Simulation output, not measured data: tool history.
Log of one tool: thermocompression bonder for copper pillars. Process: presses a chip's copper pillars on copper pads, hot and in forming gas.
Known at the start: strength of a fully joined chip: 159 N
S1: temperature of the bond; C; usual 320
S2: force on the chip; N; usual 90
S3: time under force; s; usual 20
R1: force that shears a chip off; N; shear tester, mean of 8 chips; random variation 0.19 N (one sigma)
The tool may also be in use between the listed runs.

run     day   S1   S2  S3    R1
  1       0  320   90  20  58.8
  2   0.742  320   90  20  58.7
  3   1.642  320   90  20  58.6
      1.938  -- forming gas filter changed
  4   2.817  320   90  20  62.2
  5   3.529  320   90  20    62
  6   5.054  320   90  20  62.1
  7   6.458  320   90  20  62.1
  8   7.938  320   90  20  61.9
  9   8.946  333   90  20    71
 10   9.738  333   90  20  70.7
 11    10.8  320  133  20  75.6
 12   11.45  320  133  20    75
 13   12.65  320  133  20    75
 14  13.525  320  133  20  75.1
 15  14.567  347  133  20  95.4
 16    15.3  327  133  20  80.4
 17  16.221  327  133  20  80.4
 18  17.321  327  133  20  80.1
 19    18.5  320   90  20  60.8
 20  19.825  320   90  20  61.2
 21  21.054  320   90  20  60.8
 22  22.367  320   90  20  60.5
 23  23.221  320   69  20  52.4
 24  24.412  313  116  14  55.8
 25   25.55  313  116  14  55.9
 26  26.325  313  116  14    56
 27  27.317  331   57  33  64.2
 28  28.167  348   57  40  80.1
 29  29.154  327   90  15  57.9
 30    30.2  343  130  18  85.8
 31  31.533  333   90  13  58.5
 32  32.929  320   84  38  73.2
 33  33.646  320   69  10  38.4
 34  34.712  319   69  10  38.3
 35  35.371  319   86  10  43.4
 36  36.854  319   68  18  48.3
 37  38.162  325  130  22  77.8
 38  39.692  325  130  22  77.2
     40.192  -- forming gas filter changed
 39  41.238  299   93  13    42
 40  42.146  330   93  13  60.1
 41    43.4  330   93  13  60.5

Forecast each of these 3 alternatives for the next run:
  A  44.892  320   90  12   ?
  B  44.892  292   93  13   ?
  C  44.892  329  105  13   ?

run    R1
  A  51.2
  B  38.1
  C  63.3
Without the tool's hidden state the same runs would have given:
run    R1
  A  51.3
  B    38
  C  63.5

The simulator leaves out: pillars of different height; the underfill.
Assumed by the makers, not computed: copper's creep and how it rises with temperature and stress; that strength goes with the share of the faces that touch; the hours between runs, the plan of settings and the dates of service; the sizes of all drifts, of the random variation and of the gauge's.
